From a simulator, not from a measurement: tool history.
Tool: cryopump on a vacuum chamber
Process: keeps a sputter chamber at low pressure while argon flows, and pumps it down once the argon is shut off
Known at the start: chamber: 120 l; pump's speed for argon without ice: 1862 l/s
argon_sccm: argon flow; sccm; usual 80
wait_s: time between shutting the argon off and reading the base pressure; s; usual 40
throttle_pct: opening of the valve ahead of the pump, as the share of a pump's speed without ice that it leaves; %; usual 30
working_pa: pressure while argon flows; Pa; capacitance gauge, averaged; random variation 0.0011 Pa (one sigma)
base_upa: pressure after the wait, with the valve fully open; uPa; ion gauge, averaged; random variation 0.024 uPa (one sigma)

run 1 hour=0.0 | argon_sccm=80 wait_s=40 throttle_pct=30 | working_pa=0.2489 base_upa=1.37
run 2 hour=25.1 | argon_sccm=80 wait_s=40 throttle_pct=30 | working_pa=0.2505 base_upa=1.40
run 3 hour=53.3 | argon_sccm=80 wait_s=40 throttle_pct=30 | working_pa=0.2478 base_upa=1.35
run 4 hour=87.7 | argon_sccm=80 wait_s=40 throttle_pct=30 | working_pa=0.2509 base_upa=1.36
run 5 hour=106.3 | argon_sccm=80 wait_s=66 throttle_pct=30 | working_pa=0.2518 base_upa=1.11
run 6 hour=125.0 | argon_sccm=80 wait_s=66 throttle_pct=30 | working_pa=0.2520 base_upa=1.11
run 7 hour=153.6 | argon_sccm=80 wait_s=40 throttle_pct=30 | working_pa=0.2515 base_upa=1.44
run 8 hour=190.9 | argon_sccm=80 wait_s=40 throttle_pct=30 | working_pa=0.2530 base_upa=1.43
run 9 hour=214.3 | argon_sccm=80 wait_s=133 throttle_pct=30 | working_pa=0.2531 base_upa=0.90
run 10 hour=247.3 | argon_sccm=80 wait_s=40 throttle_pct=41 | working_pa=0.1873 base_upa=1.48
run 11 hour=272.5 | argon_sccm=80 wait_s=40 throttle_pct=19 | working_pa=0.3934 base_upa=1.52
run 12 hour=297.7 | argon_sccm=80 wait_s=24 throttle_pct=19 | working_pa=0.3932 base_upa=1.99
run 13 hour=313.5 | argon_sccm=80 wait_s=24 throttle_pct=19 | working_pa=0.3930 base_upa=1.96
run 14 hour=335.0 | argon_sccm=80 wait_s=40 throttle_pct=30 | working_pa=0.2561 base_upa=1.51
run 15 hour=362.5 | argon_sccm=80 wait_s=40 throttle_pct=30 | working_pa=0.2548 base_upa=1.53
run 16 hour=378.4 | argon_sccm=80 wait_s=40 throttle_pct=25 | working_pa=0.3046 base_upa=1.47
run 17 hour=401.8 | argon_sccm=80 wait_s=185 throttle_pct=30 | working_pa=0.2544 base_upa=0.96
-- hour=420.3 pump warmed up, emptied and cooled again
run 18 hour=426.4 | argon_sccm=80 wait_s=185 throttle_pct=30 | working_pa=0.2447 base_upa=0.85
run 19 hour=447.1 | argon_sccm=50 wait_s=49 throttle_pct=37 | working_pa=0.1251 base_upa=1.32
run 20 hour=474.0 | argon_sccm=126 wait_s=66 throttle_pct=49 | working_pa=0.2395 base_upa=1.17
run 21 hour=491.7 | argon_sccm=114 wait_s=22 throttle_pct=39 | working_pa=0.2706 base_upa=2.06
run 22 hour=508.8 | argon_sccm=114 wait_s=22 throttle_pct=39 | working_pa=0.2698 base_upa=2.05
run 23 hour=527.6 | argon_sccm=81 wait_s=138 throttle_pct=47 | working_pa=0.1596 base_upa=0.94
run 24 hour=549.5 | argon_sccm=61 wait_s=38 throttle_pct=17 | working_pa=0.3265 base_upa=1.57
run 25 hour=580.2 | argon_sccm=80 wait_s=139 throttle_pct=42 | working_pa=0.1763 base_upa=0.95
run 26 hour=617.1 | argon_sccm=67 wait_s=60 throttle_pct=21 | working_pa=0.2938 base_upa=1.28
run 27 hour=649.1 | argon_sccm=52 wait_s=60 throttle_pct=43 | working_pa=0.1137 base_upa=1.31
run 28 hour=682.8 | argon_sccm=52 wait_s=23 throttle_pct=43 | working_pa=0.1135 base_upa=2.17
run 29 hour=704.6 | argon_sccm=52 wait_s=23 throttle_pct=43 | working_pa=0.1127 base_upa=2.14
run 30 hour=724.8 | argon_sccm=41 wait_s=40 throttle_pct=23 | working_pa=0.1645 base_upa=1.61
run 31 hour=748.0 | argon_sccm=136 wait_s=37 throttle_pct=22 | working_pa=0.5777 base_upa=1.64
run 32 hour=782.4 | argon_sccm=46 wait_s=116 throttle_pct=33 | working_pa=0.1305 base_upa=1.10
run 33 hour=801.8 | argon_sccm=38 wait_s=81 throttle_pct=38 | working_pa=0.0944 base_upa=1.22
run 34 hour=821.1 | argon_sccm=38 wait_s=81 throttle_pct=38 | working_pa=0.0947 base_upa=1.27

Forecast each of these 4 alternatives for the next run:
run A hour=852.3 | argon_sccm=38 wait_s=45 throttle_pct=52 | working_pa=? base_upa=?
run B hour=852.3 | argon_sccm=104 wait_s=44 throttle_pct=30 | working_pa=? base_upa=?
run C hour=852.3 | argon_sccm=38 wait_s=81 throttle_pct=43 | working_pa=? base_upa=?
run D hour=852.3 | argon_sccm=56 wait_s=81 throttle_pct=25 | working_pa=? base_upa=?

run=A working_pa=0.0710 base_upa=1.57
run=B working_pa=0.3273 base_upa=1.53
run=C working_pa=0.0844 base_upa=1.27
run=D working_pa=0.2087 base_upa=1.25
Without the tool's hidden state the same runs would have given:
run=A working_pa=0.0669 base_upa=0.86
run=B working_pa=0.3162 base_upa=0.85
run=C working_pa=0.0804 base_upa=0.56
run=D working_pa=0.2027 base_upa=0.56
